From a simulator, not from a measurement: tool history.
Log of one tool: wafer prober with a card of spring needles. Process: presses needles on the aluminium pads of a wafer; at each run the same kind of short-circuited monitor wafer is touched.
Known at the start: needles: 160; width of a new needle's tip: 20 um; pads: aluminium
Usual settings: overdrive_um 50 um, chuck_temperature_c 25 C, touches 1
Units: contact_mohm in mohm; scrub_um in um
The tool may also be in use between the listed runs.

run,day,overdrive_um,chuck_temperature_c,touches,contact_mohm,scrub_um
1,0.000,50,25,1,254,7.62
# day 0.042: tips cleaned on abrasive film
# day 0.192: tips cleaned on abrasive film
# day 0.379: tips cleaned on abrasive film
# day 0.567: tips cleaned on abrasive film
2,0.708,50,25,1,253,7.62
# day 0.746: tips cleaned on abrasive film
# day 0.900: tips cleaned on abrasive film
# day 1.088: tips cleaned on abrasive film
# day 1.238: tips cleaned on abrasive film
# day 1.425: tips cleaned on abrasive film
# day 1.612: tips cleaned on abrasive film
# day 1.800: tips cleaned on abrasive film
3,1.921,50,25,1,252,7.63
# day 1.962: tips cleaned on abrasive film
# day 2.112: tips cleaned on abrasive film
# day 2.300: tips cleaned on abrasive film
# day 2.488: tips cleaned on abrasive film
# day 2.642: tips cleaned on abrasive film
# day 2.829: tips cleaned on abrasive film
# day 3.017: tips cleaned on abrasive film
4,3.121,50,30,1,255,7.62
# day 3.196: tips cleaned on abrasive film
# day 3.350: tips cleaned on abrasive film
# day 3.538: tips cleaned on abrasive film
# day 3.725: tips cleaned on abrasive film
# day 3.912: tips cleaned on abrasive film
# day 4.100: tips cleaned on abrasive film
# day 4.250: tips cleaned on abrasive film
5,4.258,50,107,1,274,7.68
# day 4.408: tips cleaned on abrasive film
# day 4.558: tips cleaned on abrasive film
# day 4.746: tips cleaned on abrasive film
# day 4.933: tips cleaned on abrasive film
# day 5.121: tips cleaned on abrasive film
# day 5.275: tips cleaned on abrasive film
# day 5.462: tips cleaned on abrasive film
# day 5.650: tips cleaned on abrasive film
6,5.654,50,25,1,253,7.63
# day 5.804: tips cleaned on abrasive film
# day 5.992: tips cleaned on abrasive film
# day 6.179: tips cleaned on abrasive film
# day 6.333: tips cleaned on abrasive film
# day 6.521: tips cleaned on abrasive film
7,6.521,50,25,1,251,7.80
# day 6.671: tips cleaned on abrasive film
# day 6.862: tips cleaned on abrasive film
# day 7.050: tips cleaned on abrasive film
# day 7.200: tips cleaned on abrasive film
# day 7.388: tips cleaned on abrasive film
8,7.504,50,25,1,255,7.75
# day 7.546: tips cleaned on abrasive film
# day 7.696: tips cleaned on abrasive film
# day 7.883: tips cleaned on abrasive film
# day 8.038: tips cleaned on abrasive film
# day 8.225: tips cleaned on abrasive film
9,8.362,50,25,1,248,7.67
# day 8.404: tips cleaned on abrasive film
# day 8.554: tips cleaned on abrasive film
# day 8.708: tips cleaned on abrasive film
# day 8.896: tips cleaned on abrasive film
# day 9.083: tips cleaned on abrasive film
10,9.225,50,25,1,254,7.75
# day 9.262: tips cleaned on abrasive film
# day 9.417: tips cleaned on abrasive film
# day 9.604: tips cleaned on abrasive film
# day 9.792: tips cleaned on abrasive film
# day 9.979: tips cleaned on abrasive film
# day 10.129: tips cleaned on abrasive film
# day 10.317: tips cleaned on abrasive film
11,10.412,35,65,1,279,5.38
# day 10.492: tips cleaned on abrasive film
# day 10.679: tips cleaned on abrasive film
# day 10.829: tips cleaned on abrasive film
# day 10.979: tips cleaned on abrasive film
# day 11.167: tips cleaned on abrasive film
# day 11.321: tips cleaned on abrasive film
# day 11.471: tips cleaned on abrasive film
# day 11.621: tips cleaned on abrasive film
12,11.658,44,25,2,254,6.82
# day 11.775: tips cleaned on abrasive film
# day 11.925: tips cleaned on abrasive film
# day 12.112: tips cleaned on abrasive film
# day 12.300: tips cleaned on abrasive film
# day 12.450: tips cleaned on abrasive film
13,12.525,50,25,3,252,7.75

Forecast run 14:
# day 12.638: tips cleaned on abrasive film
# day 12.825: tips cleaned on abrasive film
# day 13.012: tips cleaned on abrasive film
# day 13.204: tips cleaned on abrasive film
# day 13.392: tips cleaned on abrasive film
# day 13.475: height of the first contact set anew
# day 13.554: tips cleaned on abrasive film
# day 13.742: tips cleaned on abrasive film
14,13.758,50,73,2,?,?

{"run 14": {"contact_mohm": 267, "scrub_um": 7.76}}
Without the tool's hidden state the same run would have given contact_mohm 267 mohm, scrub_um 7.60 um.
